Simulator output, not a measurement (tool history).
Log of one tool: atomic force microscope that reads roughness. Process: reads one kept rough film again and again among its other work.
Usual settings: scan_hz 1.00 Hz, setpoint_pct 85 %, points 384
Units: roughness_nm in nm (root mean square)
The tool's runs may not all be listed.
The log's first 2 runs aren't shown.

{"day": 1.421, "done": "new tip fitted"}
{"run": 3, "day": 2.329, "scan_hz": 1.0, "setpoint_pct": 85, "points": 384, "roughness_nm": 1.746}
{"run": 4, "day": 3.088, "scan_hz": 1.0, "setpoint_pct": 85, "points": 384, "roughness_nm": 1.447}
{"run": 5, "day": 3.729, "scan_hz": 1.0, "setpoint_pct": 85, "points": 384, "roughness_nm": 1.278}
{"day": 4.042, "done": "new tip fitted"}
{"run": 6, "day": 4.588, "scan_hz": 1.0, "setpoint_pct": 85, "points": 967, "roughness_nm": 1.994}
{"run": 7, "day": 5.217, "scan_hz": 1.0, "setpoint_pct": 85, "points": 967, "roughness_nm": 1.693}
{"run": 8, "day": 6.258, "scan_hz": 1.0, "setpoint_pct": 85, "points": 1022, "roughness_nm": 1.297}
{"day": 6.642, "done": "new tip fitted"}
{"run": 9, "day": 7.171, "scan_hz": 1.0, "setpoint_pct": 85, "points": 1022, "roughness_nm": 1.961}
{"run": 10, "day": 7.996, "scan_hz": 1.0, "setpoint_pct": 85, "points": 1022, "roughness_nm": 1.538}
{"run": 11, "day": 9.1, "scan_hz": 1.0, "setpoint_pct": 79, "points": 1022, "roughness_nm": 1.273}
{"day": 9.233, "done": "new tip fitted"}
{"day": 9.275, "done": "height scale calibrated on a step standard"}
{"run": 12, "day": 10.212, "scan_hz": 1.0, "setpoint_pct": 85, "points": 384, "roughness_nm": 1.792}
{"run": 13, "day": 11.033, "scan_hz": 1.0, "setpoint_pct": 85, "points": 630, "roughness_nm": 1.439}
{"day": 11.9, "done": "new tip fitted"}
{"run": 14, "day": 12.283, "scan_hz": 1.0, "setpoint_pct": 85, "points": 630, "roughness_nm": 2.08}
{"run": 15, "day": 12.808, "scan_hz": 1.0, "setpoint_pct": 64, "points": 384, "roughness_nm": 1.79}
{"run": 16, "day": 13.621, "scan_hz": 1.0, "setpoint_pct": 64, "points": 384, "roughness_nm": 1.486}
{"day": 14.525, "done": "new tip fitted"}
{"run": 17, "day": 14.662, "scan_hz": 1.0, "setpoint_pct": 85, "points": 384, "roughness_nm": 2.284}
{"run": 18, "day": 15.479, "scan_hz": 1.88, "setpoint_pct": 75, "points": 338, "roughness_nm": 1.699}
{"day": 15.667, "done": "height scale calibrated on a step standard, once more"}
{"run": 19, "day": 16.375, "scan_hz": 2.35, "setpoint_pct": 71, "points": 671, "roughness_nm": 1.397}
{"day": 17.158, "done": "new tip fitted"}
{"run": 20, "day": 17.258, "scan_hz": 3.62, "setpoint_pct": 66, "points": 862, "roughness_nm": 2.224}
{"run": 21, "day": 18.183, "scan_hz": 3.62, "setpoint_pct": 66, "points": 862, "roughness_nm": 1.702}
{"run": 22, "day": 19.271, "scan_hz": 3.62, "setpoint_pct": 66, "points": 862, "roughness_nm": 1.317}
{"day": 19.729, "done": "new tip fitted"}
{"run": 23, "day": 20.167, "scan_hz": 1.65, "setpoint_pct": 71, "points": 524, "roughness_nm": 2.061}

Forecast run 24:
{"run": 24, "day": 21.158, "scan_hz": 2.26, "setpoint_pct": 75, "points": 657, "roughness_nm": "?"}

{"run 24": {"roughness_nm": 1.545}}
Without the tool's hidden state the same run would have given roughness_nm 2.361 nm (root mean square).
